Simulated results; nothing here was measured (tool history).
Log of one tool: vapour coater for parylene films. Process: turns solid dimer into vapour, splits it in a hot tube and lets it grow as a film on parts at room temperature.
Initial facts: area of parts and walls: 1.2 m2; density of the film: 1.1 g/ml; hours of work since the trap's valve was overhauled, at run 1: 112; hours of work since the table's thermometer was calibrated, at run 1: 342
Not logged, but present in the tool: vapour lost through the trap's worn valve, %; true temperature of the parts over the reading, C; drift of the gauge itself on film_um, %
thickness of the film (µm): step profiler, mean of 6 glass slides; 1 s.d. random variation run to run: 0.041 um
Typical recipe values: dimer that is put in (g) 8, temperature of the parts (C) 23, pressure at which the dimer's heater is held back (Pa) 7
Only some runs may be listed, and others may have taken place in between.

run    hour  dimer that is put in (g)  temperature of the parts (C)  pressure at which the dimer's heater is held back (Pa)  hours of work since the trap's valve was overhauled  hours of work since the table's thermometer was calibrated  thickness of the film (µm)
  1       0                         8                            23                                                       7                                                  112                                                         342                        4.17
  2    16.1                         8                            23                                                    7.04                                                  120                                                         350                         4.2
  3    43.2                         8                            23                                                       7                                                  134                                                         364                        4.16
  4    60.8                         8                            23                                                       7                                                  144                                                         374                        4.16
  5    79.5                         8                            23                                                    9.54                                                  154                                                         384                        3.94
  6    98.1                         8                            23                                                    6.86                                                  163                                                         393                        4.09
  7     122                         8                            23                                                       7                                                  176                                                         406                        4.18
  8     138                         8                            23                                                       7                                                  184                                                         414                        4.07
  9   168.1                         8                            23                                                    4.03                                                  200                                                         430                        4.25
 10   192.5                         8                            23                                                       7                                                  213                                                         443                        3.99
 11   211.7                         4                            23                                                       7                                                  223                                                         453                        1.95
 12   239.8                         8                            23                                                       7                                                  238                                                         468                        4.05
 13     267                         8                            23                                                       7                                                  253                                                         483                        3.95
 14   296.3                         8                            23                                                       7                                                  268                                                         498                         3.9
 15   323.5                         8                            23                                                    3.15                                                  282                                                         512                        4.28
      336.5  -- trap's valve overhauled
 16     358                         8                            23                                                    3.15                                                   11                                                         529                        4.74
 17   376.5                         8                            23                                                    3.15                                                   21                                                         538                        4.87
 18   407.1                         8                            23                                                    3.15                                                   37                                                         555                         4.7
 19   436.6                         8                            23                                                    3.15                                                   53                                                         570                        4.66
 20   457.1                         4                            23                                                    3.15                                                   64                                                         581                        2.34
 21     481                         4                            23                                                    3.15                                                   76                                                         594                        2.29
 22   495.7                         8                            23                                                       7                                                   84                                                         601                        4.16
 23   524.4                         8                            23                                                       7                                                   99                                                         616                        4.25
 24   556.3                         8                            23                                                       7                                                  116                                                         633                        4.18
 25   583.3                         8                            23                                                       7                                                  130                                                         648                        4.14
 26   597.5                         8                            23                                                       7                                                  138                                                         655                        4.09
 27   624.9                         8                            20                                                       7                                                  152                                                         670                        4.52
 28   640.7                         8                            20                                                       7                                                  161                                                         678                        4.53
 29   668.6                         8                            30                                                    2.59                                                  175                                                         693                        3.51
 30   686.2                         4                            19                                                    5.27                                                  185                                                         702                        2.43
 31     712                        11                            34                                                    7.86                                                  198                                                         716                        3.58
 32   727.4                        11                            35                                                    7.61                                                  207                                                         724                        3.46
 33     743                        12                            22                                                    7.29                                                  215                                                         732                        6.22
 34     766                        12                            23                                                    2.62                                                  227                                                         744                        6.69
 35   789.6                         3                            25                                                    2.43                                                  239                                                         757                        1.53
 36   802.5                        14                            23                                                       7                                                  246                                                         763                        6.86
 37   819.7                         9                            23                                                    5.86                                                  255                                                         773                        4.49
 38   840.2                         8                            28                                                    2.48                                                  266                                                         783                        3.67
 39     866                         8                            28                                                    2.48                                                  280                                                         797                        3.63
      881.8  -- trap's valve overhauled
 40   887.3                         8                            28                                                    2.48                                                    3                                                         806                        4.01
 41   913.4                         8                            28                                                    2.48                                                   17                                                         820                        4.05
 42   930.8                        11                            20                                                       7                                                   26                                                         829                        6.59
 43   959.1                        11                            20                                                       7                                                   41                                                         844                        6.54
 44   982.2                         8                            20                                                    6.26                                                   53                                                         856                        4.84
 45  1006.4                         8                            23                                                    2.63                                                   66                                                         869                        4.75
 46  1028.8                         8                            23                                                   11.01                                                   78                                                         881                        3.99
 47  1043.1                         8                            17                                                   10.08                                                   85                                                         888                        4.98

For some of the steps in thickness of the film (µm) from one run to the next: how much would appear even if the tool had no hidden state, given the settings, what came in and random variation, and how much remains for the hidden state plus any gauge scatter that the measured result and the result without hidden state don't share?
Run 15 -> 16: trap's valve overhauled. thickness of the film (µm) +0.46: hidden state +0.5, all else -0.04.
Run 32 -> 33: dimer that is put in (g) 11 -> 12, temperature of the parts (C) 35 -> 22, pressure at which the dimer's heater is held back (Pa) 7.61 -> 7.29. thickness of the film (µm) +2.76: hidden state -0.35, all else +3.11.
Run 34 -> 35: dimer that is put in (g) 12 -> 3, temperature of the parts (C) 23 -> 25, pressure at which the dimer's heater is held back (Pa) 2.62 -> 2.43. thickness of the film (µm) -5.16: hidden state +0.63, all else -5.79.
Run 35 -> 36: dimer that is put in (g) 3 -> 14, temperature of the parts (C) 25 -> 23, pressure at which the dimer's heater is held back (Pa) 2.43 -> 7. thickness of the film (µm) +5.33: hidden state -0.72, all else +6.05.
